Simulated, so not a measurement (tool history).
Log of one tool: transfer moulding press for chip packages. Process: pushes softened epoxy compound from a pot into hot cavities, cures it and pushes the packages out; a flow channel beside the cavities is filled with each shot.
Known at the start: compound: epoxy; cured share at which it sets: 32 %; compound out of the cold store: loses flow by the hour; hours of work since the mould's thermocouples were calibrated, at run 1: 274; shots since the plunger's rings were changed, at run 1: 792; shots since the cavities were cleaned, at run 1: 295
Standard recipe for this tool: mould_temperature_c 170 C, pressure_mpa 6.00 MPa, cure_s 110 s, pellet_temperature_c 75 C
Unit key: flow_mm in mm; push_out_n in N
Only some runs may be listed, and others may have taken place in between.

run,hour,mould_temperature_c,pressure_mpa,cure_s,pellet_temperature_c,hours of work since the mould's thermocouples were calibrated,shots since the plunger's rings were changed,shots since the cavities were cleaned,incoming compound's hours out of the cold store,flow_mm,push_out_n
1,0.0,170,6.00,110,75,274,792,295,21.7,558,429
2,9.7,170,6.00,110,78,278,857,360,45.3,523,433
3,19.2,170,5.14,110,75,282,921,424,41.0,482,448
4,36.2,170,6.00,133,75,289,1037,540,22.3,564,417
5,48.2,170,6.00,133,75,294,1118,621,26.1,546,407
6,59.9,174,6.00,110,75,299,1197,700,45.7,508,421
7,74.6,174,6.00,110,75,306,1297,800,13.7,561,438
8,87.4,174,6.00,110,75,311,1383,886,29.0,525,445
9,96.7,170,6.00,145,75,315,1446,949,46.6,508,421
# hour 107.9: cavities cleaned with cleaning compound and waxed
10,110.4,170,6.00,110,75,320,1529,17,28.4,540,323
11,127.9,170,6.00,110,75,328,1647,135,31.8,532,371
# hour 131.4: mould's thermocouples calibrated
12,141.9,169,6.67,116,75,5,1728,216,23.2,584,415
13,150.3,169,6.67,116,75,8,1785,273,15.6,600,438
14,166.0,169,7.36,132,75,15,1892,380,22.0,616,401
15,174.3,169,7.36,132,75,18,1948,436,39.2,580,411
16,183.4,169,7.36,132,74,22,2009,497,15.8,628,419
17,191.4,171,7.36,125,74,26,2064,552,23.1,600,426
18,200.1,172,6.00,92,83,30,2122,610,32.6,520,651
# hour 206.5: mould's thermocouples calibrated, once more
19,213.2,172,6.00,92,83,3,2197,685,45.7,491,566
20,228.2,172,5.87,92,84,9,2299,787,34.3,502,561
21,240.1,172,6.50,113,65,14,2380,868,47.8,510,441

Expected results for the next run?
22,247.7,173,6.22,98,80,18,2431,919,9.6,?,?

{"run 22": {"flow_mm": 566, "push_out_n": 512}}
With the hidden condition absent and the run-to-run variation left alone, this run would have shown flow_mm 592 mm, push_out_n 287 N.
